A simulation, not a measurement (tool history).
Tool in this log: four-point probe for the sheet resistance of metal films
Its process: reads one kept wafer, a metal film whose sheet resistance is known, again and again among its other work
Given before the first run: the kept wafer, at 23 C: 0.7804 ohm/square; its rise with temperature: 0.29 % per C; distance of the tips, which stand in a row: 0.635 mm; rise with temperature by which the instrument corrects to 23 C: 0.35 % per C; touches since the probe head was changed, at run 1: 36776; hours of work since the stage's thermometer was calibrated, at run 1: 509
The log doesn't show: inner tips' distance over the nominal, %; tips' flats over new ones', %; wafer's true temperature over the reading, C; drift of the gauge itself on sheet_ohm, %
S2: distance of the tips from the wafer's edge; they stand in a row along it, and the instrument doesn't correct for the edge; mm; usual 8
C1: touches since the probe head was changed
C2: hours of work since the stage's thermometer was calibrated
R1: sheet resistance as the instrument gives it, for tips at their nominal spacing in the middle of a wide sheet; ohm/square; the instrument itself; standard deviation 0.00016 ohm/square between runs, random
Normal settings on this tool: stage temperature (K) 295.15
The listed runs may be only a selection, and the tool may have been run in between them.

Run 1, hour 0: usual settings; C1 36776; C2 509. Result: R1 0.783507 ohm/square.
Run 2, hour 23.3: usual settings; C1 37463; C2 526. Result: R1 0.783592 ohm/square.
Run 3, hour 49.4: usual settings but stage temperature (K) 307.15; C1 38231; C2 546. Result: R1 0.778152 ohm/square.
Run 4, hour 70.4: usual settings but stage temperature (K) 307.15; C1 38852; C2 561. Result: R1 0.778499 ohm/square.
Run 5, hour 98.9: usual settings; C1 39690; C2 582. Result: R1 0.783204 ohm/square.
Run 6, hour 118.6: usual settings; C1 40270; C2 597. Result: R1 0.78374 ohm/square.
Run 7, hour 138.9: usual settings; C1 40870; C2 612. Result: R1 0.783627 ohm/square.
Run 8, hour 160.7: usual settings; C1 41512; C2 628. Result: R1 0.783468 ohm/square.
Run 9, hour 185.4: usual settings; C1 42240; C2 646. Result: R1 0.783406 ohm/square.
Run 10, hour 206.7: usual settings; C1 42867; C2 662. Result: R1 0.783335 ohm/square.
Run 11, hour 232.8: usual settings; C1 43638; C2 681. Result: R1 0.783461 ohm/square.
Run 12, hour 263.2: usual settings; C1 44534; C2 704. Result: R1 0.78344 ohm/square.
Run 13, hour 301.8: usual settings but stage temperature (K) 294.15, S2 21 mm; C1 45671; C2 732. Result: R1 0.781631 ohm/square.
Run 14, hour 341.8: usual settings but stage temperature (K) 294.15, S2 16 mm; C1 46848; C2 762. Result: R1 0.781812 ohm/square.
Run 15, hour 380.4: usual settings but stage temperature (K) 294.15, S2 16 mm; C1 47988; C2 790. Result: R1 0.782282 ohm/square.
Run 16, hour 413.6: usual settings but stage temperature (K) 298.15, S2 59 mm; C1 48964; C2 815. Result: R1 0.779588 ohm/square.
Run 17, hour 440.8: usual settings but stage temperature (K) 301.15, S2 9 mm; C1 49766; C2 835. Result: R1 0.780241 ohm/square.
Run 18, hour 473.8: usual settings but stage temperature (K) 291.15, S2 9 mm; C1 50740; C2 859. Result: R1 0.784717 ohm/square.
Run 19, hour 509.2: usual settings but stage temperature (K) 300.15, S2 4 mm; C1 51783; C2 886. Result: R1 0.789263 ohm/square.
Run 20, hour 547.4: usual settings but stage temperature (K) 300.15, S2 4 mm; C1 52910; C2 914. Result: R1 0.788926 ohm/square.
Run 21, hour 583.2: usual settings but stage temperature (K) 300.15, S2 71 mm; C1 53965; C2 940. Result: R1 0.778513 ohm/square.
Run 22, hour 602.7: usual settings but stage temperature (K) 300.15, S2 71 mm; C1 54538; C2 955. Result: R1 0.77864 ohm/square.

Below are 4 alternative next runs, each starting from the tool's condition after run 22. Predict each:
Run A, hour 625.1: usual settings but stage temperature (K) 305.15, S2 7 mm; C1 55198; C2 971. Result: R1 ?.
Run B, hour 625.1: usual settings but stage temperature (K) 292.15, S2 13 mm; C1 55198; C2 971. Result: R1 ?.
Run C, hour 625.1: usual settings but stage temperature (K) 303.15, S2 4 mm; C1 55198; C2 971. Result: R1 ?.
Run D, hour 625.1: usual settings but stage temperature (K) 293.15, S2 19 mm; C1 55198; C2 971. Result: R1 ?.

run        R1
  A  0.779728
  B  0.783295
  C  0.787755
  D  0.782124
Take away the tool's hidden state, keep each run's random variation, and the runs would have read:
run        R1
  A  0.779712
  B  0.783279
  C   0.78774
  D  0.782109
